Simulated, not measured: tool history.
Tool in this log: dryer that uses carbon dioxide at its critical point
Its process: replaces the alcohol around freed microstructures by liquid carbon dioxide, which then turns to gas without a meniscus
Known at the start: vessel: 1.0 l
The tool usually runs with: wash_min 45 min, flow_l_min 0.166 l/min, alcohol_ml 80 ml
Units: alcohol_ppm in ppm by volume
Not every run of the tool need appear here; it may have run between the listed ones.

{"run": 1, "hour": 0.0, "wash_min": 45, "flow_l_min": 0.166, "alcohol_ml": 80, "alcohol_ppm": 212}
{"run": 2, "hour": 49.8, "wash_min": 45, "flow_l_min": 0.166, "alcohol_ml": 80, "alcohol_ppm": 249}
{"run": 3, "hour": 85.8, "wash_min": 45, "flow_l_min": 0.166, "alcohol_ml": 80, "alcohol_ppm": 268}
{"run": 4, "hour": 113.8, "wash_min": 36, "flow_l_min": 0.166, "alcohol_ml": 80, "alcohol_ppm": 839}
{"run": 5, "hour": 149.9, "wash_min": 45, "flow_l_min": 0.166, "alcohol_ml": 47, "alcohol_ppm": 211}
{"run": 6, "hour": 181.8, "wash_min": 45, "flow_l_min": 0.166, "alcohol_ml": 47, "alcohol_ppm": 226}
{"run": 7, "hour": 233.2, "wash_min": 45, "flow_l_min": 0.166, "alcohol_ml": 103, "alcohol_ppm": 499}
{"hour": 270.2, "done": "inlet filter changed"}
{"run": 8, "hour": 270.2, "wash_min": 45, "flow_l_min": 0.269, "alcohol_ml": 103, "alcohol_ppm": 89}
{"run": 9, "hour": 315.9, "wash_min": 45, "flow_l_min": 0.166, "alcohol_ml": 80, "alcohol_ppm": 291}
{"run": 10, "hour": 369.9, "wash_min": 45, "flow_l_min": 0.166, "alcohol_ml": 80, "alcohol_ppm": 329}
{"run": 11, "hour": 397.3, "wash_min": 45, "flow_l_min": 0.166, "alcohol_ml": 80, "alcohol_ppm": 359}
{"run": 12, "hour": 424.3, "wash_min": 45, "flow_l_min": 0.166, "alcohol_ml": 50, "alcohol_ppm": 283}
{"run": 13, "hour": 473.2, "wash_min": 45, "flow_l_min": 0.166, "alcohol_ml": 50, "alcohol_ppm": 318}
{"run": 14, "hour": 500.6, "wash_min": 45, "flow_l_min": 0.166, "alcohol_ml": 80, "alcohol_ppm": 460}
{"hour": 542.1, "done": "inlet filter changed"}
{"run": 15, "hour": 556.6, "wash_min": 45, "flow_l_min": 0.166, "alcohol_ml": 80, "alcohol_ppm": 318}
{"run": 16, "hour": 596.7, "wash_min": 45, "flow_l_min": 0.166, "alcohol_ml": 80, "alcohol_ppm": 352}
{"run": 17, "hour": 629.4, "wash_min": 49, "flow_l_min": 0.166, "alcohol_ml": 75, "alcohol_ppm": 266}
{"run": 18, "hour": 680.6, "wash_min": 49, "flow_l_min": 0.166, "alcohol_ml": 75, "alcohol_ppm": 308}
{"run": 19, "hour": 719.4, "wash_min": 48, "flow_l_min": 0.206, "alcohol_ml": 45, "alcohol_ppm": 195}
{"run": 20, "hour": 772.5, "wash_min": 48, "flow_l_min": 0.206, "alcohol_ml": 45, "alcohol_ppm": 210}
{"run": 21, "hour": 810.9, "wash_min": 45, "flow_l_min": 0.139, "alcohol_ml": 64, "alcohol_ppm": 887}
{"hour": 814.7, "done": "inlet filter changed"}
{"run": 22, "hour": 856.0, "wash_min": 31, "flow_l_min": 0.166, "alcohol_ml": 60, "alcohol_ppm": 1183}
{"run": 23, "hour": 885.2, "wash_min": 67, "flow_l_min": 0.181, "alcohol_ml": 55, "alcohol_ppm": 214}
{"run": 24, "hour": 936.6, "wash_min": 45, "flow_l_min": 0.219, "alcohol_ml": 80, "alcohol_ppm": 250}
{"run": 25, "hour": 973.5, "wash_min": 45, "flow_l_min": 0.219, "alcohol_ml": 80, "alcohol_ppm": 262}
{"hour": 1003.1, "done": "purifier's bed changed"}
{"run": 26, "hour": 1014.5, "wash_min": 45, "flow_l_min": 0.219, "alcohol_ml": 23, "alcohol_ppm": 22}
{"run": 27, "hour": 1061.0, "wash_min": 45, "flow_l_min": 0.219, "alcohol_ml": 23, "alcohol_ppm": 35}
{"hour": 1088.7, "done": "inlet filter changed"}
{"run": 28, "hour": 1115.1, "wash_min": 45, "flow_l_min": 0.219, "alcohol_ml": 23, "alcohol_ppm": 33}
{"run": 29, "hour": 1144.6, "wash_min": 45, "flow_l_min": 0.219, "alcohol_ml": 23, "alcohol_ppm": 51}

3 ways to go on from here, each from the tool as it stands after run 29. What would each give?
{"run": "A", "hour": 1197.6, "wash_min": 45, "flow_l_min": 0.219, "alcohol_ml": 31, "alcohol_ppm": "?"}
{"run": "B", "hour": 1197.6, "wash_min": 29, "flow_l_min": 0.166, "alcohol_ml": 83, "alcohol_ppm": "?"}
{"run": "C", "hour": 1197.6, "wash_min": 45, "flow_l_min": 0.247, "alcohol_ml": 21, "alcohol_ppm": "?"}

run=A alcohol_ppm=69
run=B alcohol_ppm=2021
run=C alcohol_ppm=54
Without the tool's unlogged condition, the same runs would have read:
run=A alcohol_ppm=24
run=B alcohol_ppm=1647
run=C alcohol_ppm=13
